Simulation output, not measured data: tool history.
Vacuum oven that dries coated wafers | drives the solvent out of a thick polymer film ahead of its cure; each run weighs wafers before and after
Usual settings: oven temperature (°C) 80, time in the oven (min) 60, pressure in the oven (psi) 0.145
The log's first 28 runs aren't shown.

run    hour  oven temperature (°C)  time in the oven (min)  pressure in the oven (psi)  solvent left in the film (%)
 29  1781.7                     93                     100                       0.145                          0.41
 30  1868.1                     94                      48                       0.299                          0.75
 31  1946.5                     80                      61                       0.139                          1.24
 32  2016.5                     80                      61                       0.125                          1.21
     2023.9  -- vacuum gauge cleaned of residue and calibrated
 33  2066.5                     87                      77                       0.189                          0.51
     2127.3  -- oven's thermocouples calibrated
 34  2127.3                     78                      43                       0.158                           2.8
 35  2199.3                     65                      71                       0.252                           5.3
 36  2265.5                     81                      71                       0.252                          1.23
 37  2311.1                     81                      71                       0.252                          1.21
 38  2391.4                     78                      71                       0.442                          2.32
 39  2449.8                     84                      60                       0.154                          0.79
 40    2526                     84                      60                       0.154                          0.79
 41  2609.1                     84                      60                       0.154                          0.77
 42  2677.6                     80                      70                       0.145                          0.95
 43  2762.5                     80                      70                       0.145                          0.95
 44    2845                     80                      70                       0.145                          0.94
 45  2894.8                     80                      70                       0.145                          0.95
 46  2976.9                     90                      60                       0.145                          0.44
 47  3059.9                     80                      39                       0.116                          2.27

3 ways to go on from here, each from the tool as it stands after run 47. What would each give?
  A  3139.9                     80                      39                       0.216                             ?
  B  3139.9                     72                      60                       0.116                             ?
  C  3139.9                     80                      38                       0.116                             ?

run  solvent left in the film (%)
  A                          2.55
  B                          2.79
  C                          2.34
Without the tool's hidden state the same runs would have given:
run  solvent left in the film (%)
  A                          2.65
  B                          2.89
  C                          2.44
